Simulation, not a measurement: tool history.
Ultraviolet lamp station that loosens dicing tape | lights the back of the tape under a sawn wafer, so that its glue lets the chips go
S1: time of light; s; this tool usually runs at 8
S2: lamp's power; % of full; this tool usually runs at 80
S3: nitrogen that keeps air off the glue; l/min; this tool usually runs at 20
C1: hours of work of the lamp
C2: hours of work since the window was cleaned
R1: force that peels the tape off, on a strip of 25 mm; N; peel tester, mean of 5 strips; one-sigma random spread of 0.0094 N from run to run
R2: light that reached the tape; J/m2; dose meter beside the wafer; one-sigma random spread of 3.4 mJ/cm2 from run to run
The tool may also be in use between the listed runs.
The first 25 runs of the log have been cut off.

run 26 hour=527.7 | S1=14 S2=86 S3=20 | C1=845 C2=58 | R1=0.213 R2=7480
run 27 hour=546.7 | S1=15 S2=70 S3=30 | C1=855 C2=68 | R1=0.223 R2=6400
run 28 hour=559.3 | S1=8 S2=67 S3=33 | C1=862 C2=75 | R1=0.994 R2=3280
run 29 hour=583.0 | S1=8 S2=81 S3=27 | C1=874 C2=87 | R1=0.722 R2=3930
run 30 hour=609.9 | S1=14 S2=88 S3=33 | C1=888 C2=102 | R1=0.175 R2=7470
run 31 hour=625.0 | S1=8 S2=80 S3=11 | C1=896 C2=110 | R1=1.422 R2=3830
run 32 hour=646.4 | S1=8 S2=80 S3=17 | C1=908 C2=121 | R1=1.025 R2=3850
run 33 hour=667.9 | S1=13 S2=80 S3=20 | C1=919 C2=132 | R1=0.319 R2=6150
run 34 hour=680.2 | S1=8 S2=62 S3=20 | C1=925 C2=139 | R1=1.644 R2=2950
run 35 hour=697.1 | S1=8 S2=83 S3=20 | C1=934 C2=148 | R1=0.922 R2=3900
run 36 hour=713.6 | S1=8 S2=67 S3=6 | C1=943 C2=157 | R1=2.912 R2=3080
run 37 hour=739.9 | S1=8 S2=67 S3=6 | C1=957 C2=170 | R1=2.938 R2=3060
run 38 hour=760.8 | S1=8 S2=79 S3=6 | C1=968 C2=182 | R1=2.263 R2=3580
run 39 hour=784.3 | S1=8 S2=67 S3=18 | C1=980 C2=194 | R1=1.648 R2=3050

4 options for the next run, each taken on its own from the tool as it stands now. Forecast them:
run A hour=803.0 | S1=9 S2=67 S3=18 | C1=990 C2=204 | R1=? R2=?
run B hour=803.0 | S1=8 S2=82 S3=20 | C1=990 C2=204 | R1=? R2=?
run C hour=803.0 | S1=11 S2=65 S3=15 | C1=990 C2=204 | R1=? R2=?
run D hour=803.0 | S1=8 S2=76 S3=9 | C1=990 C2=204 | R1=? R2=?

run=A R1=1.311 R2=3450
run=B R1=1.067 R2=3660
run=C R1=1.040 R2=3970
run=D R1=1.927 R2=3390
Had the tool no hidden state, the same runs would have come out as:
run=A R1=0.494 R2=5280
run=B R1=0.384 R2=5630
run=C R1=0.368 R2=6110
run=D R1=0.822 R2=5220
